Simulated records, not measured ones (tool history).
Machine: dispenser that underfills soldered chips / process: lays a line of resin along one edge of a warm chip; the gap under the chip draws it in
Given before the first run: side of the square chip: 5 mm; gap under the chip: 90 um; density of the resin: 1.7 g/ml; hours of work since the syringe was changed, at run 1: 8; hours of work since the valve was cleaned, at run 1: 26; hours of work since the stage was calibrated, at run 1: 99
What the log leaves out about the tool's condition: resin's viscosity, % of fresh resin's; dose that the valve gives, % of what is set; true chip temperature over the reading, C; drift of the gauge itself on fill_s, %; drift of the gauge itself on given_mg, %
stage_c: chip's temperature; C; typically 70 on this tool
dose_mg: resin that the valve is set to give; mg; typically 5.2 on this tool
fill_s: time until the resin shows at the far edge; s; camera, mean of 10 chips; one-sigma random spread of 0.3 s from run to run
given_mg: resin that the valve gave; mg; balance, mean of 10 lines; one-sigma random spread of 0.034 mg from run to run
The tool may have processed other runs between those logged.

run	day	stage_c	dose_mg	hours of work since the syringe was changed	hours of work since the valve was cleaned	hours of work since the stage was calibrated	fill_s	given_mg
1	0	70	5.2	8	26	99	6.4	5.09
# day 0.079: new syringe of resin
2	0.4	70	5.2	5	32	105	4.7	5.09
# day 0.704: new syringe of resin
3	0.85	70	5.2	2	38	111	4.5	5.14
4	1.079	70	5.2	6	41	115	5	5.09
# day 1.338: new syringe of resin
5	1.421	70	5.2	1	46	119	4	5.11
6	1.804	70	5.2	7	52	125	5.5	5.08
# day 1.975: new syringe of resin
7	2.175	70	4.64	3	57	130	5.1	4.51
# day 2.596: new syringe of resin
8	2.671	70	5.2	1	64	137	4.2	5.09
9	2.871	70	5.2	4	67	140	5.4	5.04
# day 3.229: new syringe of resin
10	3.317	70	6.15	1	73	147	3.4	5.96
11	3.542	70	6.15	5	77	150	5.1	5.92
# day 3.85: new syringe of resin
12	3.954	70	4.96	2	83	156	4.7	4.73
13	4.392	70	4.96	8	89	162	6.5	4.78
# day 4.462: new syringe of resin
14	4.788	70	4.96	5	95	168	5	4.73
# day 5.071: new syringe of resin
15	5.167	70	4.96	1	100	173	4.2	4.74
16	5.512	70	4.96	6	105	178	5.8	4.71
# day 5.7: new syringe of resin
17	5.725	70	5.2	0	108	181	3.8	4.9
18	6.208	70	5.2	7	115	188	5.9	4.84
# day 6.321: new syringe of resin
# day 6.454: dispensing valve cleaned and set on the balance
19	6.725	62	5.3	5	4	195	9	5.28
# day 6.971: new syringe of resin
20	7.133	66	5.76	2	10	201	5.1	5.68
21	7.525	77	5.25	8	16	207	4.7	5.22
# day 7.604: new syringe of resin
22	7.758	77	5.25	2	19	210	3	5.16
23	8.05	62	5.99	7	23	214	9.1	5.89

Run 24 has not been measured yet. What should we expect?
# day 8.225: new syringe of resin
24	8.442	62	5.99	3	29	220	?	?

Run 24 came out at fill_s 7.5 s, given_mg 5.9 mg.
Had the tool carried no hidden state, the very same run would have given fill_s 5.8 s, given_mg 5.98 mg.
